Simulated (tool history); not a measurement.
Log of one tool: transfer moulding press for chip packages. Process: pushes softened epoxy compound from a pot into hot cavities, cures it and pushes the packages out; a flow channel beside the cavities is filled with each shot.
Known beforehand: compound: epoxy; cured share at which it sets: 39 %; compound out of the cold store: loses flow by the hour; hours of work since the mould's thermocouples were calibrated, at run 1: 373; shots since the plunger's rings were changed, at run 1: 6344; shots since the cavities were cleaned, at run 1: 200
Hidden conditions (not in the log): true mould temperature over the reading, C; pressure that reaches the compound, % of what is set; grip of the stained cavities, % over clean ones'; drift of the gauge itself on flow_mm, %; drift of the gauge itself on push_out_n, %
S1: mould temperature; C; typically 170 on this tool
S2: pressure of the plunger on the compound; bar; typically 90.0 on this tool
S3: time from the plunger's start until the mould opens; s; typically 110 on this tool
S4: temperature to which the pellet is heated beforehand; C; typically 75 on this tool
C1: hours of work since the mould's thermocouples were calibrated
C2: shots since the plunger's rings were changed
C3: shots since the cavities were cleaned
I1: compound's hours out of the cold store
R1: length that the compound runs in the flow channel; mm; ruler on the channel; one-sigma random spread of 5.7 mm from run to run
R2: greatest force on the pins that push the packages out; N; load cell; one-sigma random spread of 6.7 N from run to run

Run 1, day 0.000: usual settings; C1 373; C2 6344; C3 200; I1 42.9. Result: R1 783 mm, R2 265 N.
At day 1.154: plunger's sealing rings changed.
Run 2, day 1.479: usual settings; C1 396; C2 89; C3 575; I1 29.7. Result: R1 850 mm, R2 262 N.
At day 2.275: cavities cleaned with cleaning compound and waxed.
Run 3, day 2.733: usual settings; C1 415; C2 414; C3 125; I1 36.4. Result: R1 812 mm, R2 271 N.
At day 2.904: mould's thermocouples calibrated.
Run 4, day 3.438: usual settings; C1 9; C2 584; C3 295; I1 27.3. Result: R1 860 mm, R2 272 N.
Run 5, day 4.558: usual settings; C1 27; C2 889; C3 600; I1 32.7. Result: R1 831 mm, R2 281 N.
At day 5.258: cavities cleaned with cleaning compound and waxed.
Run 6, day 6.158: usual settings; C1 53; C2 1309; C3 245; I1 26.9. Result: R1 855 mm, R2 253 N.
Run 7, day 7.075: usual settings; C1 68; C2 1560; C3 496; I1 11.2. Result: R1 959 mm, R2 272 N.
At day 8.188: cavities cleaned with cleaning compound and waxed.
Run 8, day 8.250: usual settings; C1 86; C2 1863; C3 16; I1 13.8. Result: R1 933 mm, R2 262 N.
Run 9, day 9.550: usual settings; C1 108; C2 2219; C3 372; I1 43.4. Result: R1 776 mm, R2 268 N.
Run 10, day 10.983: usual settings; C1 132; C2 2610; C3 763; I1 40.0. Result: R1 795 mm, R2 268 N.
At day 11.138: cavities cleaned with cleaning compound and waxed.
Run 11, day 12.446: usual settings; C1 155; C2 2992; C3 357; I1 18.5. Result: R1 900 mm, R2 269 N.
Run 12, day 13.083: usual settings; C1 165; C2 3166; C3 531; I1 23.8. Result: R1 877 mm, R2 270 N.
At day 14.088: cavities cleaned with cleaning compound and waxed.
Run 13, day 14.188: usual settings but S1 173 C; C1 183; C2 3451; C3 29; I1 47.5. Result: R1 755 mm, R2 249 N.
Run 14, day 15.233: usual settings but S1 173 C; C1 200; C2 3736; C3 314; I1 11.0. Result: R1 938 mm, R2 247 N.
Run 15, day 16.738: usual settings but S1 162 C, S2 70.7 bar, S3 128 s, S4 68 C; C1 225; C2 4146; C3 724; I1 31.5. Result: R1 780 mm, R2 307 N.
At day 17.017: cavities cleaned with cleaning compound and waxed.
Run 16, day 18.162: usual settings but S1 165 C, S2 78.5 bar, S3 148 s, S4 67 C; C1 247; C2 4518; C3 312; I1 20.3. Result: R1 855 mm, R2 256 N.
Run 17, day 19.225: usual settings but S1 165 C, S2 78.5 bar, S3 104 s; C1 265; C2 4808; C3 602; I1 32.3. Result: R1 800 mm, R2 338 N.
At day 19.938: cavities cleaned with cleaning compound and waxed.
Run 18, day 19.979: usual settings but S1 165 C, S2 78.5 bar, S3 104 s; C1 276; C2 4997; C3 11; I1 17.9. Result: R1 872 mm, R2 363 N.
Run 19, day 21.379: usual settings but S2 75.6 bar, S4 66 C; C1 299; C2 5379; C3 393; I1 12.5. Result: R1 867 mm, R2 267 N.
Run 20, day 22.417: usual settings but S2 75.6 bar, S4 66 C; C1 317; C2 5663; C3 677; I1 19.0. Result: R1 833 mm, R2 270 N.
At day 22.938: cavities cleaned with cleaning compound and waxed.
Run 21, day 23.683: usual settings but S1 165 C, S3 124 s, S4 84 C; C1 337; C2 5991; C3 203; I1 30.4. Result: R1 857 mm, R2 277 N.
Run 22, day 24.479: usual settings but S1 165 C, S3 124 s, S4 77 C; C1 350; C2 6209; C3 421; I1 43.8. Result: R1 807 mm, R2 274 N.
At day 25.825: cavities cleaned with cleaning compound and waxed.
Run 23, day 25.933: usual settings but S1 165 C, S3 124 s, S4 77 C; C1 373; C2 6588; C3 29; I1 10.5. Result: R1 978 mm, R2 290 N.
At day 26.292: plunger's sealing rings changed.
Run 24, day 26.721: usual settings but S1 165 C, S3 124 s, S4 77 C; C1 384; C2 117; C3 216; I1 11.8. Result: R1 965 mm, R2 280 N.
Run 25, day 27.971: usual settings but S1 173 C, S2 73.6 bar, S4 81 C; C1 405; C2 458; C3 557; I1 32.6. Result: R1 748 mm, R2 260 N.
At day 28.846: mould's thermocouples calibrated.
At day 28.908: cavities cleaned with cleaning compound and waxed.
Run 26, day 29.229: usual settings but S1 173 C, S2 97.8 bar, S3 120 s, S4 81 C; C1 5; C2 762; C3 88; I1 15.2. Result: R1 958 mm, R2 249 N.
Run 27, day 30.583: usual settings but S2 73.4 bar, S4 79 C; C1 28; C2 1132; C3 458; I1 31.9. Result: R1 762 mm, R2 257 N.
At day 31.912: cavities cleaned with cleaning compound and waxed.
Run 28, day 32.188: usual settings but S2 79.3 bar, S3 115 s, S4 71 C; C1 53; C2 1552; C3 75; I1 38.4. Result: R1 747 mm, R2 266 N.

Each row is a separate what-if for the run after 28, all from the same tool condition, not one after another. Results?
Run A, day 33.133: usual settings but S3 97 s, S4 77 C; C1 69; C2 1811; C3 334; I1 36.2. Result: R1 ?, R2 ?.
Run B, day 33.133: usual settings but S1 169 C, S2 79.3 bar, S3 115 s, S4 71 C; C1 69; C2 1811; C3 334; I1 17.3. Result: R1 ?, R2 ?.
Run C, day 33.133: usual settings but S1 173 C, S3 125 s; C1 69; C2 1811; C3 334; I1 26.8. Result: R1 ?, R2 ?.

run   R1   R2
  A  822  294
  B  864  262
  C  851  256
Had the tool no hidden state, the same runs would have come out as:
run   R1   R2
  A  822  293
  B  865  261
  C  851  255
